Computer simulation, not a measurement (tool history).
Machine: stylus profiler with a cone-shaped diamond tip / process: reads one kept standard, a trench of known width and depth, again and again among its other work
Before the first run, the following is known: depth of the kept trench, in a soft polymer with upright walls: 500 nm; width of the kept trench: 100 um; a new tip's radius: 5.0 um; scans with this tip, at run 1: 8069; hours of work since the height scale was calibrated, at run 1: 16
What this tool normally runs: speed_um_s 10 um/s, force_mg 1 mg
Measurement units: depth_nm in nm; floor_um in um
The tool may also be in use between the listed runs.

| run | hour | speed_um_s | force_mg | scans with this tip | hours of work since the height scale was calibrated | depth_nm | floor_um |
|---|---|---|---|---|---|---|---|
| 1 | 0 | 10 | 1 | 8069 | 16 | 504.76 | 93.23 |
| 2 | 61.5 | 10 | 0.4 | 8494 | 63 | 502.68 | 93.06 |
| 3 | 96.8 | 10 | 1 | 8737 | 90 | 504.69 | 93.06 |
| 4 | 166.1 | 15 | 1 | 9215 | 143 | 504.9 | 92.87 |
| 5 | 240.2 | 10 | 1 | 9726 | 199 | 504.94 | 92.88 |
| 6 | 300.8 | 13 | 1 | 10144 | 245 | 505.22 | 92.69 |
| 7 | 359.4 | 3 | 1 | 10548 | 289 | 504.94 | 92.76 |
| 8 | 422.4 | 3 | 1 | 10983 | 337 | 504.98 | 92.63 |
| 9 | 467.7 | 10 | 1 | 11295 | 372 | 505.29 | 92.45 |
|  | 486.2 | new tip fitted, height scale calibrated |
| 10 | 527.1 | 10 | 1 | 282 | 31 | 504.63 | 95.43 |
| 11 | 580.8 | 10 | 1 | 652 | 72 | 504.82 | 95.27 |
| 12 | 633.9 | 5 | 1 | 1019 | 112 | 504.78 | 95.17 |
| 13 | 704.2 | 10 | 1.43 | 1504 | 166 | 506.13 | 95.03 |
| 14 | 779.8 | 3 | 0.72 | 2025 | 223 | 504.07 | 94.89 |
| 15 | 845.8 | 3 | 0.72 | 2480 | 273 | 504 | 94.74 |
| 16 | 891.5 | 3 | 0.72 | 2796 | 308 | 504.3 | 94.71 |
| 17 | 949.5 | 3 | 0.72 | 3196 | 352 | 504.44 | 94.53 |
| 18 | 1013.7 | 39 | 0.5 | 3639 | 401 | 503.51 | 93.81 |
| 19 | 1053.5 | 39 | 0.5 | 3913 | 431 | 503.23 | 93.8 |
| 20 | 1111.2 | 2 | 1.03 | 4311 | 475 | 505.26 | 94.25 |
| 21 | 1146.3 | 2 | 1.03 | 4553 | 501 | 505.39 | 94.16 |
| 22 | 1217.5 | 2 | 1.03 | 5044 | 555 | 505.47 | 94.03 |
| 23 | 1285.7 | 5 | 1.21 | 5515 | 607 | 506.07 | 93.87 |
| 24 | 1347.7 | 24 | 0.48 | 5943 | 654 | 503.43 | 93.4 |
| 25 | 1412.2 | 35 | 0.48 | 6388 | 703 | 503.77 | 93.16 |
| 26 | 1447.8 | 35 | 0.48 | 6633 | 730 | 503.77 | 93.06 |

Predict each of these 4 candidate next runs independently; none follows another, all start after run 26:
| A | 1520.9 | 10 | 0.65 | 7137 | 786 | ? | ? |
| B | 1520.9 | 24 | 0.84 | 7137 | 786 | ? | ? |
| C | 1520.9 | 13 | 0.48 | 7137 | 786 | ? | ? |
| D | 1520.9 | 6 | 0.67 | 7137 | 786 | ? | ? |

| run | depth_nm | floor_um |
|---|---|---|
| A | 504.35 | 93.29 |
| B | 505.04 | 93.21 |
| C | 503.92 | 93.31 |
| D | 504.51 | 93.45 |
Had the tool no hidden state, the same runs would have come out as:
| run | depth_nm | floor_um |
|---|---|---|
| A | 503.38 | 95.45 |
| B | 504.08 | 95.37 |
| C | 502.96 | 95.47 |
| D | 503.55 | 95.6 |
